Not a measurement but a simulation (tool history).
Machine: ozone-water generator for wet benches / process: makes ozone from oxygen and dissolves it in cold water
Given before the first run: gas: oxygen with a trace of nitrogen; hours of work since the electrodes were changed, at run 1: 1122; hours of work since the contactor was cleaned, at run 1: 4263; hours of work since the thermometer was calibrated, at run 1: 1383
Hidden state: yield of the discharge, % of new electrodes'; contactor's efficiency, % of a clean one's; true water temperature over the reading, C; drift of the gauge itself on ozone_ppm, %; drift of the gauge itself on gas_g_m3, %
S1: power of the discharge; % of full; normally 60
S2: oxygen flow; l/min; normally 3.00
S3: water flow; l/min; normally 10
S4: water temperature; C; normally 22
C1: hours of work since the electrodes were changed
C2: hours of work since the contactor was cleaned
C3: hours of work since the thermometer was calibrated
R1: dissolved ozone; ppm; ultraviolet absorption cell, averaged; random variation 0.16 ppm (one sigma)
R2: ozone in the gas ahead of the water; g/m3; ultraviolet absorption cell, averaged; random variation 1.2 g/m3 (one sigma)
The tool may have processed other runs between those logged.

{"run": 1, "hour": 0.0, "S1": 60, "S2": 3.0, "S3": 10, "S4": 22, "C1": 1122, "C2": 4263, "C3": 1383, "R1": 20.0, "R2": 209.5}
{"run": 2, "hour": 37.3, "S1": 60, "S2": 3.0, "S3": 10, "S4": 22, "C1": 1154, "C2": 4295, "C3": 1415, "R1": 19.6, "R2": 207.8}
{"run": 3, "hour": 69.6, "S1": 60, "S2": 3.0, "S3": 10, "S4": 22, "C1": 1182, "C2": 4323, "C3": 1442, "R1": 19.4, "R2": 210.5}
{"run": 4, "hour": 97.1, "S1": 60, "S2": 3.0, "S3": 10, "S4": 22, "C1": 1206, "C2": 4347, "C3": 1466, "R1": 19.6, "R2": 209.0}
{"run": 5, "hour": 135.0, "S1": 60, "S2": 3.0, "S3": 10, "S4": 22, "C1": 1238, "C2": 4379, "C3": 1499, "R1": 19.5, "R2": 206.3}
{"run": 6, "hour": 153.2, "S1": 60, "S2": 3.0, "S3": 10, "S4": 22, "C1": 1254, "C2": 4395, "C3": 1514, "R1": 19.2, "R2": 211.4}
{"run": 7, "hour": 181.4, "S1": 60, "S2": 3.0, "S3": 10, "S4": 22, "C1": 1278, "C2": 4419, "C3": 1538, "R1": 19.5, "R2": 209.0}
{"run": 8, "hour": 200.8, "S1": 51, "S2": 3.0, "S3": 10, "S4": 22, "C1": 1295, "C2": 4436, "C3": 1555, "R1": 17.9, "R2": 193.8}
{"run": 9, "hour": 242.8, "S1": 60, "S2": 3.0, "S3": 10, "S4": 22, "C1": 1331, "C2": 4472, "C3": 1591, "R1": 19.4, "R2": 208.1}
{"run": 10, "hour": 271.8, "S1": 60, "S2": 3.0, "S3": 10, "S4": 22, "C1": 1356, "C2": 4497, "C3": 1616, "R1": 19.3, "R2": 207.1}
{"run": 11, "hour": 304.6, "S1": 63, "S2": 3.0, "S3": 10, "S4": 29, "C1": 1384, "C2": 4525, "C3": 1644, "R1": 17.5, "R2": 213.3}
{"run": 12, "hour": 337.8, "S1": 60, "S2": 4.78, "S3": 10, "S4": 22, "C1": 1412, "C2": 4553, "C3": 1673, "R1": 19.3, "R2": 172.4}
{"run": 13, "hour": 355.8, "S1": 60, "S2": 4.78, "S3": 10, "S4": 22, "C1": 1428, "C2": 4569, "C3": 1688, "R1": 19.4, "R2": 171.6}
{"run": 14, "hour": 398.1, "S1": 60, "S2": 4.53, "S3": 10, "S4": 22, "C1": 1464, "C2": 4605, "C3": 1724, "R1": 19.1, "R2": 176.4}
{"run": 15, "hour": 419.4, "S1": 60, "S2": 4.57, "S3": 6, "S4": 17, "C1": 1482, "C2": 4623, "C3": 1743, "R1": 30.4, "R2": 174.8}
{"run": 16, "hour": 461.0, "S1": 79, "S2": 2.1, "S3": 12, "S4": 21, "C1": 1518, "C2": 4659, "C3": 1778, "R1": 18.2, "R2": 275.7}
{"run": 17, "hour": 500.7, "S1": 60, "S2": 2.75, "S3": 8, "S4": 22, "C1": 1552, "C2": 4693, "C3": 1813, "R1": 23.0, "R2": 216.5}
{"run": 18, "hour": 525.9, "S1": 85, "S2": 3.07, "S3": 9, "S4": 28, "C1": 1574, "C2": 4715, "C3": 1834, "R1": 22.7, "R2": 248.2}
{"run": 19, "hour": 551.9, "S1": 60, "S2": 2.98, "S3": 8, "S4": 22, "C1": 1596, "C2": 4737, "C3": 1856, "R1": 22.9, "R2": 210.1}

Consider 3 possible next runs. They are alternatives, not a sequence: every one starts from the tool as it was left by run 19. What does each give?
{"run": "A", "hour": 593.6, "S1": 60, "S2": 3.0, "S3": 10, "S4": 27, "C1": 1632, "C2": 4773, "C3": 1892, "R1": "?", "R2": "?"}
{"run": "B", "hour": 593.6, "S1": 60, "S2": 4.08, "S3": 8, "S4": 22, "C1": 1632, "C2": 4773, "C3": 1892, "R1": "?", "R2": "?"}
{"run": "C", "hour": 593.6, "S1": 60, "S2": 2.98, "S3": 8, "S4": 18, "C1": 1632, "C2": 4773, "C3": 1892, "R1": "?", "R2": "?"}

run=A R1=17.5 R2=208.6
run=B R1=22.5 R2=181.8
run=C R1=24.3 R2=208.1
Without the tool's hidden state the same runs would have given:
run=A R1=19.3 R2=215.7
run=B R1=24.7 R2=188.0
run=C R1=26.6 R2=215.2
